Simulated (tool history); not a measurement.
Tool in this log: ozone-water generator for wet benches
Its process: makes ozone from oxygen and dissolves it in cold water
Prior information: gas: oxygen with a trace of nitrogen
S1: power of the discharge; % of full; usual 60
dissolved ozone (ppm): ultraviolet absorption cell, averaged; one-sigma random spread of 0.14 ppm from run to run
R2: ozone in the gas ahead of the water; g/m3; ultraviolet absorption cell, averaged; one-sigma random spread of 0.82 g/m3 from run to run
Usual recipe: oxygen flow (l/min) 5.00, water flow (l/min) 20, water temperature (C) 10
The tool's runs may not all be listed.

Run 1, hour 0.0: usual settings. Result: dissolved ozone (ppm) 16.3, R2 127.3 g/m3.
Run 2, hour 31.7: usual settings but S1 43 % of full. Result: dissolved ozone (ppm) 12.6, R2 100.4 g/m3.
Run 3, hour 52.1: usual settings. Result: dissolved ozone (ppm) 16.1, R2 128.2 g/m3.
Run 4, hour 69.1: usual settings but water flow (l/min) 22. Result: dissolved ozone (ppm) 15.0, R2 127.9 g/m3.
Run 5, hour 97.2: usual settings but oxygen flow (l/min) 6.04. Result: dissolved ozone (ppm) 16.3, R2 115.0 g/m3.
Run 6, hour 117.5: usual settings but oxygen flow (l/min) 6.04. Result: dissolved ozone (ppm) 16.3, R2 114.1 g/m3.
Run 7, hour 150.7: usual settings but oxygen flow (l/min) 4.80. Result: dissolved ozone (ppm) 16.1, R2 130.0 g/m3.
Run 8, hour 175.0: usual settings but oxygen flow (l/min) 4.80. Result: dissolved ozone (ppm) 15.8, R2 131.2 g/m3.
Run 9, hour 201.9: usual settings but oxygen flow (l/min) 7.51. Result: dissolved ozone (ppm) 15.6, R2 99.5 g/m3.
Run 10, hour 226.6: usual settings. Result: dissolved ozone (ppm) 16.0, R2 126.8 g/m3.
Run 11, hour 254.8: usual settings. Result: dissolved ozone (ppm) 15.8, R2 125.3 g/m3.
Run 12, hour 284.7: usual settings but oxygen flow (l/min) 3.34. Result: dissolved ozone (ppm) 15.6, R2 162.4 g/m3.
Run 13, hour 317.4: usual settings. Result: dissolved ozone (ppm) 16.0, R2 127.0 g/m3.
Run 14, hour 357.4: usual settings but oxygen flow (l/min) 2.75. Result: dissolved ozone (ppm) 15.1, R2 183.6 g/m3.
Run 15, hour 389.2: usual settings but S1 59 % of full, oxygen flow (l/min) 5.30, water flow (l/min) 25, water temperature (C) 16. Result: dissolved ozone (ppm) 12.1, R2 121.2 g/m3.
Run 16, hour 421.2: usual settings but S1 59 % of full, oxygen flow (l/min) 5.30, water flow (l/min) 25, water temperature (C) 16. Result: dissolved ozone (ppm) 12.5, R2 120.7 g/m3.
Run 17, hour 459.5: usual settings but S1 59 % of full, oxygen flow (l/min) 5.30, water flow (l/min) 25, water temperature (C) 16. Result: dissolved ozone (ppm) 12.1, R2 121.1 g/m3.
Run 18, hour 484.8: usual settings but S1 87 % of full, oxygen flow (l/min) 2.95, water flow (l/min) 22, water temperature (C) 6. Result: dissolved ozone (ppm) 19.0, R2 227.6 g/m3.
Run 19, hour 502.3: usual settings but S1 87 % of full, oxygen flow (l/min) 2.95, water flow (l/min) 22, water temperature (C) 6. Result: dissolved ozone (ppm) 18.6, R2 226.3 g/m3.
Run 20, hour 530.6: usual settings but water flow (l/min) 31, water temperature (C) 8. Result: dissolved ozone (ppm) 11.2, R2 126.5 g/m3.
Run 21, hour 566.1: usual settings but water flow (l/min) 17. Result: dissolved ozone (ppm) 17.6, R2 126.1 g/m3.
Run 22, hour 605.1: usual settings but S1 42 % of full, water flow (l/min) 17, water temperature (C) 11. Result: dissolved ozone (ppm) 13.4, R2 96.7 g/m3.
Run 23, hour 629.5: usual settings but S1 96 % of full, oxygen flow (l/min) 2.59, water flow (l/min) 17, water temperature (C) 11. Result: dissolved ozone (ppm) 23.5, R2 260.1 g/m3.
Run 24, hour 658.8: usual settings but S1 96 % of full, oxygen flow (l/min) 5.21, water flow (l/min) 24, water temperature (C) 11. Result: dissolved ozone (ppm) 19.0, R2 172.7 g/m3.
Run 25, hour 679.5: usual settings but S1 96 % of full, oxygen flow (l/min) 5.21, water flow (l/min) 24, water temperature (C) 11. Result: dissolved ozone (ppm) 19.0, R2 173.1 g/m3.
Run 26, hour 696.5: usual settings but water flow (l/min) 12, water temperature (C) 15. Result: dissolved ozone (ppm) 20.5, R2 125.9 g/m3.
Run 27, hour 718.1: usual settings but S1 44 % of full, water flow (l/min) 12, water temperature (C) 15. Result: dissolved ozone (ppm) 16.4, R2 100.9 g/m3.

Results for each run, recomputed without the tool's hidden state and with each run's random variation untouched:
What the log doesn't record here: yield of the discharge, % of new electrodes'; contactor's efficiency, % of a clean one's; true water temperature over the reading, C; drift of the gauge itself on ozone_ppm, %; drift of the gauge itself on gas_g_m3, %.
run  dissolved ozone (ppm)     R2
  1                   17.0  129.2
  2                   13.1  101.6
  3                   16.8  130.3
  4                   15.7  130.1
  5                   17.1  117.0
  6                   17.1  116.2
  7                   16.9  132.5
  8                   16.6  133.8
  9                   16.4  101.6
 10                   16.8  129.5
 11                   16.7  128.1
 12                   16.5  166.2
 13                   17.0  130.1
 14                   16.0  188.2
 15                   12.9  124.3
 16                   13.3  123.9
 17                   12.9  124.5
 18                   20.4  236.3
 19                   20.0  235.2
 20                   12.0  130.3
 21                   18.8  130.1
 22                   14.2   98.9
 23                   25.4  272.3
 24                   20.6  181.0
 25                   20.7  181.5
 26                   21.9  130.4
 27                   17.4  103.6
